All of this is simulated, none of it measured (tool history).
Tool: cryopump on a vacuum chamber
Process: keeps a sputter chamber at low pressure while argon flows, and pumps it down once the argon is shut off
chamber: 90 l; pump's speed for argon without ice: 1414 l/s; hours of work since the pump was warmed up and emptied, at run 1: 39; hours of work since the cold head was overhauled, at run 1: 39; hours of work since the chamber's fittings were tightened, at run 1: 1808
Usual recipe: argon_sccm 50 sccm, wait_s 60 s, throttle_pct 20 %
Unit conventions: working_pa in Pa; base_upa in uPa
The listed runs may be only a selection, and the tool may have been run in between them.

run   hour  argon_sccm  wait_s  throttle_pct  hours of work since the pump was warmed up and emptied  hours of work since the cold head was overhauled  hours of work since the chamber's fittings were tightened  working_pa  base_upa
  1    0.0          50      60            20                                                      39                                                39                                                       1808      0.2995      2.60
  2   32.0          50      60            20                                                      57                                                57                                                       1826      0.3008      2.56
  3   52.3          50      60            20                                                      68                                                68                                                       1837      0.3021      2.59
  4   92.4          50      60            20                                                      91                                                91                                                       1860      0.3045      2.71
  5  127.2          50      60            20                                                     110                                               110                                                       1879      0.3034      2.76
  6  146.1          50      60            20                                                     121                                               121                                                       1890      0.3039      2.72
  7  176.7          50      60            20                                                     138                                               138                                                       1907      0.3046      2.79
  8  209.4          50      60            20                                                     157                                               157                                                       1925      0.3083      2.79
  9  236.2          40      60            20                                                     172                                               172                                                       1940      0.2455      2.83
 10  273.9          40     143            20                                                     193                                               193                                                       1962      0.2468      2.46
 11  309.4          80     143            31                                                     213                                               213                                                       1982      0.3265      2.46
 12  345.6          65      60            20                                                     233                                               233                                                       2002      0.4057      2.98
 13  383.8          50      60            34                                                     255                                               255                                                       2023      0.1890      3.04
 14  410.2          23      29            41                                                     269                                               269                                                       2038      0.0731      4.07
 15  430.2          23      72            28                                                     281                                               281                                                       2050      0.1052      3.00
 16  448.2          23      72            39                                                     291                                               291                                                       2060      0.0778      3.12
 17  485.2          23      72            39                                                     312                                               312                                                       2080      0.0788      3.17

Alternative continuations, all from the tool just after run 17; predict every row:
  A  528.2          50      25            54                                                     336                                               336                                                       2105           ?         ?
  B  528.2          36      41            46                                                     336                                               336                                                       2105           ?         ?
  C  528.2          39      60            20                                                     336                                               336                                                       2105           ?         ?

run  working_pa  base_upa
  A      0.1294      4.54
  B      0.1060      3.69
  C      0.2460      3.29
With no hidden state in the tool, these same runs would have given:
run  working_pa  base_upa
  A      0.1105      2.20
  B      0.0925      1.39
  C      0.2314      1.01
